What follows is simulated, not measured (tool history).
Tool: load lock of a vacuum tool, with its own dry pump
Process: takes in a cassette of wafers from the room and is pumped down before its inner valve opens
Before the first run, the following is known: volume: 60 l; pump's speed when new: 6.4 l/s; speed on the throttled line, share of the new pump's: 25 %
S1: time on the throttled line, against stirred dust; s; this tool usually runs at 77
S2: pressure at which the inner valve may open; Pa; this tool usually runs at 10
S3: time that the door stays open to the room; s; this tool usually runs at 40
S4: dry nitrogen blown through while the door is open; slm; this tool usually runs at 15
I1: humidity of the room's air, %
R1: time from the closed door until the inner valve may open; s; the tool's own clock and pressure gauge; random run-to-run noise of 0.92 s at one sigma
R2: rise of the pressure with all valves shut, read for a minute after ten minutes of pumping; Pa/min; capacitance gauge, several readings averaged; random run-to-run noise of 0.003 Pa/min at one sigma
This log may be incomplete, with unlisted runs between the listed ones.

run 1 day=0.000 | S1=77 S2=10 S3=40 S4=15 | I1=42.5 | R1=146.1 R2=0.014
run 2 day=4.383 | S1=77 S2=10 S3=40 S4=15 | I1=46.3 | R1=145.0 R2=0.020
run 3 day=8.188 | S1=77 S2=10 S3=26 S4=15 | I1=47.8 | R1=146.0 R2=0.014
run 4 day=11.992 | S1=77 S2=10 S3=26 S4=15 | I1=42.7 | R1=146.2 R2=0.015
run 5 day=15.871 | S1=77 S2=9 S3=40 S4=15 | I1=44.0 | R1=146.2 R2=0.017
run 6 day=18.683 | S1=77 S2=9 S3=40 S4=15 | I1=42.1 | R1=147.6 R2=0.013
run 7 day=22.517 | S1=77 S2=9 S3=40 S4=15 | I1=42.3 | R1=146.4 R2=0.018
run 8 day=25.417 | S1=77 S2=9 S3=40 S4=15 | I1=43.6 | R1=146.6 R2=0.019
run 9 day=30.862 | S1=77 S2=9 S3=40 S4=15 | I1=46.2 | R1=145.2 R2=0.019
run 10 day=36.708 | S1=77 S2=9 S3=40 S4=15 | I1=44.0 | R1=146.7 R2=0.012
run 11 day=40.358 | S1=77 S2=10 S3=40 S4=15 | I1=41.8 | R1=144.9 R2=0.017
run 12 day=46.492 | S1=77 S2=17 S3=40 S4=15 | I1=44.5 | R1=140.4 R2=0.015
run 13 day=51.988 | S1=77 S2=10 S3=40 S4=15 | I1=43.8 | R1=144.3 R2=0.020
run 14 day=55.150 | S1=51 S2=10 S3=40 S4=15 | I1=47.9 | R1=126.0 R2=0.018
run 15 day=60.204 | S1=51 S2=10 S3=40 S4=15 | I1=43.3 | R1=125.2 R2=0.016
run 16 day=65.875 | S1=51 S2=10 S3=40 S4=15 | I1=44.3 | R1=126.5 R2=0.017
run 17 day=71.283 | S1=51 S2=10 S3=40 S4=15 | I1=45.5 | R1=125.3 R2=0.013
run 18 day=75.775 | S1=77 S2=10 S3=106 S4=15 | I1=42.4 | R1=146.0 R2=0.030
run 19 day=81.425 | S1=77 S2=10 S3=106 S4=15 | I1=45.5 | R1=145.1 R2=0.022
run 20 day=84.196 | S1=77 S2=10 S3=106 S4=15 | I1=43.7 | R1=145.2 R2=0.027
run 21 day=86.888 | S1=77 S2=10 S3=106 S4=15 | I1=46.2 | R1=145.3 R2=0.039
run 22 day=91.079 | S1=77 S2=10 S3=106 S4=15 | I1=44.8 | R1=144.5 R2=0.030
run 23 day=95.300 | S1=49 S2=10 S3=40 S4=15 | I1=48.5 | R1=124.6 R2=0.017
run 24 day=100.250 | S1=77 S2=11 S3=39 S4=15 | I1=45.6 | R1=143.8 R2=0.019
run 25 day=106.167 | S1=77 S2=10 S3=40 S4=22 | I1=39.8 | R1=144.7 R2=0.018
run 26 day=109.979 | S1=45 S2=10 S3=40 S4=5 | I1=47.0 | R1=121.3 R2=0.026
run 27 day=115.092 | S1=45 S2=10 S3=40 S4=5 | I1=42.7 | R1=120.8 R2=0.022
run 28 day=117.746 | S1=45 S2=10 S3=40 S4=5 | I1=43.3 | R1=121.3 R2=0.021
run 29 day=122.467 | S1=45 S2=10 S3=40 S4=5 | I1=44.6 | R1=121.9 R2=0.022
run 30 day=128.625 | S1=77 S2=7 S3=40 S4=6 | I1=46.3 | R1=148.7 R2=0.027
run 31 day=133.525 | S1=77 S2=14 S3=40 S4=17 | I1=46.6 | R1=142.5 R2=0.018
run 32 day=138.762 | S1=77 S2=14 S3=40 S4=17 | I1=44.2 | R1=143.0 R2=0.023
run 33 day=142.554 | S1=77 S2=14 S3=40 S4=17 | I1=43.3 | R1=142.4 R2=0.019
run 34 day=145.188 | S1=77 S2=14 S3=40 S4=17 | I1=47.7 | R1=141.5 R2=0.013
run 35 day=148.425 | S1=77 S2=14 S3=40 S4=17 | I1=45.9 | R1=139.9 R2=0.016
run 36 day=153.629 | S1=49 S2=14 S3=40 S4=17 | I1=46.6 | R1=120.0 R2=0.015
run 37 day=157.850 | S1=56 S2=7 S3=40 S4=17 | I1=46.0 | R1=132.9 R2=0.018

Put back what was entered between runs (1 entry, withheld): which listed runs does each sit between, and how does the hidden state differ from the listed run before to the listed run after?
Run 16 -> run 17: dry pump taken out, an overhauled one fitted (day 71.150)
  pump's speed, % of a new pump's: 99.8 -> 100
